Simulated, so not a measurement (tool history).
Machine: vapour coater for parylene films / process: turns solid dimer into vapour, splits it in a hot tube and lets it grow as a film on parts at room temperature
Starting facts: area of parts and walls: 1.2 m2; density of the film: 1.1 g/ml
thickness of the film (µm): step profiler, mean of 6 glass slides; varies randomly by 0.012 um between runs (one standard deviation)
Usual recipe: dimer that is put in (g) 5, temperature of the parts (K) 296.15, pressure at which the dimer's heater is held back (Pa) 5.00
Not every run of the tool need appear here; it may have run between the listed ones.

run,hour,dimer that is put in (g),temperature of the parts (K),pressure at which the dimer's heater is held back (Pa),thickness of the film (µm)
1,0.0,5,296.15,5.00,2.65
2,14.1,5,296.15,5.00,2.65
3,30.5,6,296.15,5.00,3.17
4,44.4,6,296.15,5.31,3.17
5,62.0,5,296.15,5.00,2.65
6,69.8,5,296.15,5.00,2.66
7,79.0,5,296.15,5.00,2.66
8,87.9,5,296.15,11.83,2.54
9,98.9,5,296.15,11.83,2.53
10,116.7,4,296.15,5.00,2.12
11,134.5,4,296.15,5.00,2.14
12,143.7,4,296.15,5.00,2.14
13,160.9,4,296.15,5.00,2.17
14,178.1,4,296.15,5.00,2.16
15,187.9,4,296.15,5.00,2.15
16,200.0,4,296.15,5.00,2.15
17,217.8,5,293.15,10.99,2.68
# hour 224.5: trap's valve overhauled
18,235.8,8,299.15,3.90,4.19
19,246.4,4,288.15,2.22,2.59
20,264.1,4,288.15,2.22,2.59
21,273.7,4,299.15,3.22,2.14
22,291.5,3,296.15,5.00,1.64
23,307.5,5,302.15,2.29,2.62
24,324.5,8,292.15,3.63,4.73
# hour 329.8: gauge calibrated
25,334.1,8,292.15,3.63,4.62
26,348.3,8,292.15,3.63,4.62
27,360.3,2,289.15,3.63,1.21
28,375.7,5,296.15,5.81,2.64
29,390.8,4,292.15,11.62,2.16

What if the next run were any one of these 4? Each begins from the tool's condition after run 29:
A,409.2,2,299.15,5.60,?
B,409.2,5,291.15,5.00,?
C,409.2,4,293.15,3.03,?
D,409.2,4,296.15,10.07,?

run,thickness of the film (µm)
A,1.01
B,2.88
C,2.33
D,2.05
The same runs, with their run-to-run variation unchanged, on a tool lacking any hidden condition would have given:
run,thickness of the film (µm)
A,1.01
B,2.86
C,2.32
D,2.03

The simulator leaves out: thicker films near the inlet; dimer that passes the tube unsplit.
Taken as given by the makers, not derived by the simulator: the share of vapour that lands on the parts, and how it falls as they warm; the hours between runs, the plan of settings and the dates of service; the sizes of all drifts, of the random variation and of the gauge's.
